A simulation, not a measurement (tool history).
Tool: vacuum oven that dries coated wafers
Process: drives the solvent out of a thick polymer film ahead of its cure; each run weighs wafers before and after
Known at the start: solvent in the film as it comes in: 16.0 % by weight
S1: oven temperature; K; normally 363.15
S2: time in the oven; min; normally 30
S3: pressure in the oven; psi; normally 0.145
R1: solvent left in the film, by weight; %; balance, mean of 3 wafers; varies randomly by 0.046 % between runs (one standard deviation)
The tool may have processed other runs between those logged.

| run | hour | S1 | S2 | S3 | R1 |
|---|---|---|---|---|---|
| 1 | 0.0 | 363.15 | 30 | 0.145 | 2.86 |
| 2 | 78.3 | 363.15 | 30 | 0.145 | 2.75 |
| 3 | 130.3 | 363.15 | 18 | 0.145 | 4.67 |
| 4 | 197.8 | 363.15 | 18 | 0.145 | 4.65 |
| 5 | 232.5 | 363.15 | 30 | 0.145 | 2.77 |
| 6 | 281.5 | 363.15 | 30 | 0.145 | 2.85 |
| 7 | 327.4 | 363.15 | 30 | 0.145 | 2.73 |
| 8 | 364.5 | 363.15 | 30 | 0.145 | 2.88 |
| 9 | 398.4 | 363.15 | 30 | 0.145 | 2.74 |
| 10 | 439.7 | 363.15 | 30 | 0.145 | 2.80 |
| 11 | 508.4 | 363.15 | 30 | 0.145 | 2.79 |
| 12 | 555.9 | 363.15 | 17 | 0.145 | 4.84 |
| 13 | 610.2 | 363.15 | 17 | 0.145 | 4.88 |
| 14 | 686.8 | 363.15 | 17 | 0.145 | 4.89 |
| 15 | 763.7 | 363.15 | 17 | 0.145 | 4.85 |
| 16 | 801.8 | 348.15 | 49 | 0.258 | 6.97 |
| 17 | 855.1 | 360.15 | 18 | 0.245 | 6.08 |
| 18 | 901.2 | 363.15 | 23 | 0.145 | 3.68 |
|  | 924.2 | vacuum gauge cleaned of residue and calibrated |
| 19 | 976.1 | 363.15 | 23 | 0.145 | 3.08 |
| 20 | 1032.5 | 359.15 | 51 | 0.142 | 1.66 |
| 21 | 1104.3 | 360.15 | 18 | 0.131 | 5.01 |
| 22 | 1165.0 | 363.15 | 24 | 0.145 | 2.89 |
| 23 | 1220.4 | 363.15 | 24 | 0.145 | 2.89 |
| 24 | 1277.1 | 354.15 | 18 | 0.315 | 8.00 |
| 25 | 1351.9 | 348.15 | 18 | 0.315 | 9.98 |
| 26 | 1410.6 | 363.15 | 19 | 0.381 | 5.02 |

The next listed run, before its measurement:
| 27 | 1467.4 | 363.15 | 30 | 0.084 | ? |

Run 27 yielded R1 1.84 %.
Without the tool's hidden state the same run would have given R1 2.18 %.
